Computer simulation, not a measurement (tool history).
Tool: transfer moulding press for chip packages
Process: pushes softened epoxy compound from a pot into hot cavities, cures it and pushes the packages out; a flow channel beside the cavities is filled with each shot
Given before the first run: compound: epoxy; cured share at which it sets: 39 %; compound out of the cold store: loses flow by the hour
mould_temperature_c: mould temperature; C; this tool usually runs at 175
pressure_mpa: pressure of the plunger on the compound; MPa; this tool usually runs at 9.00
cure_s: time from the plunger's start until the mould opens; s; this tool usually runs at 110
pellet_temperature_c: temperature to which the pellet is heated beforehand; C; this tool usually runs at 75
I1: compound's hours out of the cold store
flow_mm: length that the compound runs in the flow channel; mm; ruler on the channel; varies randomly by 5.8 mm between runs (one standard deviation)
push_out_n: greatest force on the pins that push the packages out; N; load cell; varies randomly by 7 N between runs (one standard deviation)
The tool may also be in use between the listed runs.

Run 1, hour 0.0: usual settings; I1 41.5. Result: flow_mm 916 mm, push_out_n 354 N.
Run 2, hour 16.5: usual settings; I1 47.4. Result: flow_mm 898 mm, push_out_n 465 N.
Run 3, hour 32.1: usual settings; I1 20.5. Result: flow_mm 969 mm, push_out_n 562 N.
At hour 50.1: cavities cleaned with cleaning compound and waxed.
Run 4, hour 58.1: usual settings; I1 10.7. Result: flow_mm 975 mm, push_out_n 382 N.
Run 5, hour 72.6: usual settings; I1 27.8. Result: flow_mm 935 mm, push_out_n 512 N.
Run 6, hour 95.3: usual settings; I1 24.8. Result: flow_mm 949 mm, push_out_n 596 N.
At hour 105.2: cavities cleaned with cleaning compound and waxed.
Run 7, hour 117.0: usual settings but pressure_mpa 7.68 MPa, pellet_temperature_c 71 C; I1 20.3. Result: flow_mm 889 mm, push_out_n 440 N.
Run 8, hour 141.5: usual settings but pressure_mpa 7.68 MPa, pellet_temperature_c 71 C; I1 47.3. Result: flow_mm 823 mm, push_out_n 550 N.
At hour 161.6: cavities cleaned with cleaning compound and waxed.
Run 9, hour 165.2: usual settings but cure_s 126 s; I1 22.0. Result: flow_mm 950 mm, push_out_n 287 N.
Run 10, hour 180.1: usual settings but cure_s 108 s, pellet_temperature_c 82 C; I1 9.5. Result: flow_mm 981 mm, push_out_n 494 N.
Run 11, hour 203.2: usual settings but cure_s 108 s, pellet_temperature_c 82 C; I1 24.2. Result: flow_mm 938 mm, push_out_n 612 N.
At hour 217.7: cavities cleaned with cleaning compound and waxed.
Run 12, hour 227.4: usual settings but cure_s 108 s, pellet_temperature_c 82 C; I1 46.4. Result: flow_mm 880 mm, push_out_n 408 N.

What if the next run were any one of these 3? Each begins from the tool's condition after run 12:
At hour 250.6: plunger's sealing rings changed.
Run A, hour 255.5: usual settings but mould_temperature_c 183 C, cure_s 108 s, pellet_temperature_c 82 C; I1 18.6. Result: flow_mm ?, push_out_n ?.
At hour 250.6: plunger's sealing rings changed.
Run B, hour 255.5: usual settings but cure_s 127 s, pellet_temperature_c 82 C; I1 44.0. Result: flow_mm ?, push_out_n ?.
At hour 250.6: plunger's sealing rings changed.
Run C, hour 255.5: usual settings but pressure_mpa 7.30 MPa, cure_s 132 s; I1 8.6. Result: flow_mm ?, push_out_n ?.

run  flow_mm  push_out_n
  A      980         449
  B      949         464
  C      952         460
Take away the tool's hidden state, keep each run's random variation, and the runs would have read:
run  flow_mm  push_out_n
  A      977         242
  B      946         248
  C      948         245
